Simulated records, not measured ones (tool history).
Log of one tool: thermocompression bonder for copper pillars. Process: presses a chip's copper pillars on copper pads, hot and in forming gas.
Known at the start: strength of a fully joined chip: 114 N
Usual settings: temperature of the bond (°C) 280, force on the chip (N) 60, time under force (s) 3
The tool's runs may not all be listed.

run   hour  temperature of the bond (°C)  force on the chip (N)  time under force (s)  force that shears a chip off (N)
  1    0.0                           280                     60                     3                              58.5
  2   41.1                           280                     60                     9                              80.2
      58.6  -- forming gas filter changed
  3   82.0                           280                     60                     9                              81.9
  4  157.4                           280                     60                     9                              81.8
  5  210.0                           280                     60                     2                              51.8
     214.6  -- force cell calibrated
  6  277.0                           280                     60                     2                              52.2
  7  343.9                           280                     60                     2                              52.4
  8  393.8                           280                     60                     2                              52.9
  9  439.5                           280                     51                     3                              52.2
     452.1  -- force cell calibrated, once more
 10  491.0                           280                     51                     3                              48.4
 11  539.0                           280                     51                     3                              48.5
 12  586.3                           301                     82                     2                              80.7
 13  646.8                           280                     60                     3                              56.2

The same runs without the tool's hidden state, with the same run-to-run variation:
The hidden state here: true temperature of the bond over the reading, C; force that reaches the chip, % of what is set; oxide that the forming gas leaves, % of the face; drift of the gauge itself on shear_n, %.
run  force that shears a chip off (N)
  1                              56.0
  2                              78.1
  3                              78.0
  4                              78.1
  5                              48.5
  6                              47.6
  7                              47.9
  8                              48.5
  9                              47.8
 10                              47.9
 11                              48.1
 12                              80.7
 13                              56.0
